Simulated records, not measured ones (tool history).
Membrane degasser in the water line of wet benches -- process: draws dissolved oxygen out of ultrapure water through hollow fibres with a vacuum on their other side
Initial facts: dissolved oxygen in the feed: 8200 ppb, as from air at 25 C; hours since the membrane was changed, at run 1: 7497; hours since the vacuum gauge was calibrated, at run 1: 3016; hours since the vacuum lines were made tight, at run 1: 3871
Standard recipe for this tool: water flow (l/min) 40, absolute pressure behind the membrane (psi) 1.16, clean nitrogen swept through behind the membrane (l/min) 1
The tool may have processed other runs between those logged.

| run | hour | water flow (l/min) | absolute pressure behind the membrane (psi) | clean nitrogen swept through behind the membrane (l/min) | hours since the membrane was changed | hours since the vacuum gauge was calibrated | hours since the vacuum lines were made tight | dissolved oxygen in the water behind the degasser (ppb) | pressure that the water loses in the fibres (psi) |
|---|---|---|---|---|---|---|---|---|---|
| 1 | 0 | 40 | 1.16 | 1 | 7497 | 3016 | 3871 | 383.1 | 5.02 |
|  | 113.8 | vacuum gauge calibrated |
| 2 | 167.6 | 40 | 1.16 | 1 | 7664 | 54 | 4038 | 385.4 | 5.076 |
| 3 | 392.6 | 40 | 1.16 | 1 | 7889 | 279 | 4263 | 386.7 | 5.053 |
| 4 | 589.2 | 40 | 1.16 | 0.59 | 8085 | 475 | 4460 | 563.9 | 5.026 |
|  | 682.2 | seals of the vacuum lines changed |
|  | 728.7 | vacuum gauge calibrated, once more |
| 5 | 850.4 | 40 | 1.16 | 1 | 8344 | 122 | 168 | 374.6 | 5.042 |
| 6 | 1085.2 | 40 | 1.16 | 1 | 8579 | 356 | 403 | 375.5 | 5.063 |
| 7 | 1218.5 | 40 | 1.16 | 2.35 | 8712 | 490 | 536 | 186.7 | 5.13 |
| 8 | 1370.5 | 40 | 0.698 | 1 | 8864 | 642 | 688 | 133 | 5.104 |
| 9 | 1504.4 | 40 | 1.16 | 1.68 | 8998 | 776 | 822 | 249.1 | 5.097 |
| 10 | 1699.3 | 40 | 1.16 | 1.68 | 9193 | 971 | 1017 | 249.3 | 5.121 |
| 11 | 1836.7 | 40 | 1.16 | 1.68 | 9330 | 1108 | 1154 | 249.3 | 5.089 |
| 12 | 1992.2 | 40 | 1.16 | 1.68 | 9486 | 1263 | 1309 | 249.6 | 5.131 |
| 13 | 2173.9 | 40 | 1.16 | 1.68 | 9668 | 1445 | 1491 | 249.8 | 5.184 |
| 14 | 2292.4 | 40 | 1.16 | 1.68 | 9786 | 1564 | 1610 | 250.1 | 5.105 |
| 15 | 2539.3 | 40 | 1.16 | 1.68 | 10033 | 1811 | 1857 | 250.9 | 5.155 |
| 16 | 2668 | 49 | 1.16 | 1.68 | 10162 | 1939 | 1985 | 298.4 | 6.299 |
| 17 | 2834.5 | 49 | 1.16 | 1.68 | 10328 | 2106 | 2152 | 299.3 | 6.267 |
| 18 | 2951.3 | 28 | 1.255 | 0.56 | 10445 | 2223 | 2269 | 501.9 | 3.622 |
| 19 | 3151.9 | 28 | 1.255 | 0.56 | 10646 | 2423 | 2469 | 501.8 | 3.603 |
| 20 | 3305.1 | 28 | 1.255 | 0.56 | 10799 | 2576 | 2622 | 502.6 | 3.6 |
| 21 | 3512.7 | 28 | 1.255 | 0.56 | 11006 | 2784 | 2830 | 504 | 3.577 |
| 22 | 3677.4 | 37 | 2.541 | 0.56 | 11171 | 2949 | 2995 | 1460.3 | 4.78 |
| 23 | 3797.6 | 40 | 0.843 | 1 | 11291 | 3069 | 3115 | 216 | 5.234 |
|  | 3868.2 | vacuum gauge calibrated |
| 24 | 4019.3 | 40 | 2.441 | 2.44 | 11512 | 151 | 3336 | 489.5 | 5.211 |
| 25 | 4254.3 | 35 | 2.783 | 1.84 | 11747 | 386 | 3571 | 642.3 | 4.557 |
| 26 | 4390.7 | 35 | 2.783 | 1.84 | 11884 | 523 | 3707 | 642.5 | 4.561 |
| 27 | 4566.3 | 28 | 2.151 | 1.32 | 12059 | 698 | 3883 | 521.9 | 3.651 |

Expected results for the next run?
| 28 | 4706.5 | 40 | 1.901 | 0.52 | 12200 | 838 | 4023 | ? | ? |

dissolved oxygen in the water behind the degasser (ppb): 1164.7
pressure that the water loses in the fibres (psi): 5.261
With no hidden state in the tool, this same run would have given dissolved oxygen in the water behind the degasser (ppb) 1163.5, pressure that the water loses in the fibres (psi) 4.823.
